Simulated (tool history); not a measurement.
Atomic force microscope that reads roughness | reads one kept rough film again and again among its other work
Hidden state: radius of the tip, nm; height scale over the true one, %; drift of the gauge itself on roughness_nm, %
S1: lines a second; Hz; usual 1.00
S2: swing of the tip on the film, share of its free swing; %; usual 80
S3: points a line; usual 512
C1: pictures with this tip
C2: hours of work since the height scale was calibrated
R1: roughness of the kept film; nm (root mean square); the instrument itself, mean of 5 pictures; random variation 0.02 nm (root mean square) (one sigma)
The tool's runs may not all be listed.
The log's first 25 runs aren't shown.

run    hour    S1  S2   S3  C1    C2     R1
 26   737.2  3.31  78  517  35  1047  4.226
 27   771.8  3.31  78  517  82  1065  3.908
      787.1  -- new tip fitted
 28   810.1  3.31  78  517  30  1085  4.243
 29   834.7  2.44  80  869  63  1098  4.143
      866.4  -- new tip fitted
 30   872.1  2.44  80  869   8  1118  4.457
 31   909.7  0.59  84  550  59  1138  4.396
      943.7  -- new tip fitted
 32   948.3  2.22  74  946   6  1158  4.633
 33   976.7  1.00  80  332  44  1173  4.406
 34  1011.4  1.00  80  332  91  1191  4.070
     1021.3  -- new tip fitted
 35  1035.0  1.00  80  332  19  1204  4.594
 36  1053.8  1.00  80  332  44  1214  4.433
 37  1080.9  1.14  81  512  80  1228  4.165
     1098.8  -- new tip fitted
 38  1101.0  3.04  81  266   3  1238  4.359
 39  1126.0  3.04  81  266  36  1252  4.107
 40  1159.1  3.04  82  266  81  1269  3.831

Run 41 comes next. What will it give?
     1176.0  -- new tip fitted
 41  1185.3  2.52  56  512  12  1283   ?

R1: 4.726 nm (root mean square)
Without the tool's hidden state the same run would have given R1 4.890 nm (root mean square).
